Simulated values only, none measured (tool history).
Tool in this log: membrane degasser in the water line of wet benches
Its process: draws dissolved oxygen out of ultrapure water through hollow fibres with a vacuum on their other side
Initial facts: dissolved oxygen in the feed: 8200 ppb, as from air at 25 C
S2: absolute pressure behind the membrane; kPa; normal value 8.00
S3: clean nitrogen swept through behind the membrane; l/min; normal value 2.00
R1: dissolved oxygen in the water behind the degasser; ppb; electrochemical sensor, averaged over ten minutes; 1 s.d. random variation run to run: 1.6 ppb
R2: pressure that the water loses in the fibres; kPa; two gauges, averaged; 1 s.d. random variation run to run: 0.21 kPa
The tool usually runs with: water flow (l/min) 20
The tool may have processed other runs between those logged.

{"run": 1, "day": 0.0, "water flow (l/min)": 20, "S2": 8.0, "S3": 2.0, "R1": 158.4, "R2": 49.7}
{"run": 2, "day": 1.512, "water flow (l/min)": 20, "S2": 8.0, "S3": 2.0, "R1": 160.7, "R2": 49.62}
{"run": 3, "day": 2.85, "water flow (l/min)": 20, "S2": 8.0, "S3": 2.0, "R1": 158.4, "R2": 49.93}
{"run": 4, "day": 5.525, "water flow (l/min)": 21, "S2": 8.0, "S3": 2.0, "R1": 177.1, "R2": 53.06}
{"run": 5, "day": 7.092, "water flow (l/min)": 14, "S2": 8.0, "S3": 2.0, "R1": 87.9, "R2": 34.92}
{"run": 6, "day": 9.617, "water flow (l/min)": 21, "S2": 8.0, "S3": 2.0, "R1": 172.0, "R2": 52.02}
{"run": 7, "day": 11.108, "water flow (l/min)": 20, "S2": 8.0, "S3": 2.0, "R1": 158.0, "R2": 49.53}
{"run": 8, "day": 12.758, "water flow (l/min)": 20, "S2": 8.0, "S3": 2.0, "R1": 160.4, "R2": 49.88}
{"run": 9, "day": 15.158, "water flow (l/min)": 20, "S2": 8.0, "S3": 2.0, "R1": 155.7, "R2": 49.66}
{"run": 10, "day": 17.058, "water flow (l/min)": 20, "S2": 8.0, "S3": 2.0, "R1": 159.9, "R2": 49.54}
{"run": 11, "day": 19.7, "water flow (l/min)": 20, "S2": 8.0, "S3": 2.0, "R1": 157.2, "R2": 49.39}
{"run": 12, "day": 22.525, "water flow (l/min)": 20, "S2": 8.0, "S3": 2.0, "R1": 158.8, "R2": 49.82}
{"run": 13, "day": 24.725, "water flow (l/min)": 20, "S2": 8.0, "S3": 2.0, "R1": 155.1, "R2": 49.95}
{"run": 14, "day": 27.025, "water flow (l/min)": 20, "S2": 8.0, "S3": 2.0, "R1": 159.5, "R2": 49.75}
{"run": 15, "day": 30.017, "water flow (l/min)": 20, "S2": 8.0, "S3": 2.0, "R1": 157.3, "R2": 49.63}
{"run": 16, "day": 32.208, "water flow (l/min)": 14, "S2": 17.42, "S3": 2.0, "R1": 240.1, "R2": 34.58}
{"run": 17, "day": 33.504, "water flow (l/min)": 13, "S2": 17.42, "S3": 1.08, "R1": 382.5, "R2": 32.09}
{"run": 18, "day": 36.054, "water flow (l/min)": 32, "S2": 10.39, "S3": 1.08, "R1": 681.0, "R2": 79.09}
{"run": 19, "day": 38.238, "water flow (l/min)": 32, "S2": 13.15, "S3": 1.08, "R1": 836.6, "R2": 78.73}
{"run": 20, "day": 40.738, "water flow (l/min)": 32, "S2": 13.15, "S3": 1.08, "R1": 828.4, "R2": 78.99}
{"run": 21, "day": 42.458, "water flow (l/min)": 32, "S2": 13.15, "S3": 1.08, "R1": 844.2, "R2": 79.26}
{"run": 22, "day": 44.892, "water flow (l/min)": 30, "S2": 7.68, "S3": 4.94, "R1": 294.2, "R2": 74.08}
{"run": 23, "day": 46.946, "water flow (l/min)": 30, "S2": 7.68, "S3": 4.94, "R1": 293.8, "R2": 73.63}
{"run": 24, "day": 49.854, "water flow (l/min)": 20, "S2": 7.16, "S3": 5.08, "R1": 85.8, "R2": 49.42}
{"run": 25, "day": 52.15, "water flow (l/min)": 20, "S2": 7.16, "S3": 5.08, "R1": 86.5, "R2": 48.98}
{"run": 26, "day": 54.725, "water flow (l/min)": 13, "S2": 5.41, "S3": 0.85, "R1": 81.9, "R2": 32.14}
{"run": 27, "day": 56.042, "water flow (l/min)": 12, "S2": 5.41, "S3": 4.08, "R1": 18.3, "R2": 29.52}
{"run": 28, "day": 57.908, "water flow (l/min)": 13, "S2": 7.95, "S3": 2.0, "R1": 78.3, "R2": 31.73}

Each row is a separate what-if for the run after 28, all from the same tool condition, not one after another. Results?
{"run": "A", "day": 59.804, "water flow (l/min)": 22, "S2": 8.0, "S3": 1.82, "R1": "?", "R2": "?"}
{"run": "B", "day": 59.804, "water flow (l/min)": 24, "S2": 8.42, "S3": 2.0, "R1": "?", "R2": "?"}
{"run": "C", "day": 59.804, "water flow (l/min)": 13, "S2": 6.48, "S3": 4.4, "R1": "?", "R2": "?"}
{"run": "D", "day": 59.804, "water flow (l/min)": 13, "S2": 13.56, "S3": 1.07, "R1": "?", "R2": "?"}
{"run": "E", "day": 59.804, "water flow (l/min)": 27, "S2": 11.12, "S3": 1.0, "R1": "?", "R2": "?"}

run=A R1=201.7 R2=53.92
run=B R1=243.3 R2=59.00
run=C R1=27.7 R2=31.85
run=D R1=289.5 R2=32.07
run=E R1=571.2 R2=65.99
Had the tool no hidden state, the same runs would have come out as:
run=A R1=201.4 R2=54.82
run=B R1=243.0 R2=59.98
run=C R1=27.7 R2=32.38
run=D R1=289.3 R2=32.60
run=E R1=570.8 R2=67.09
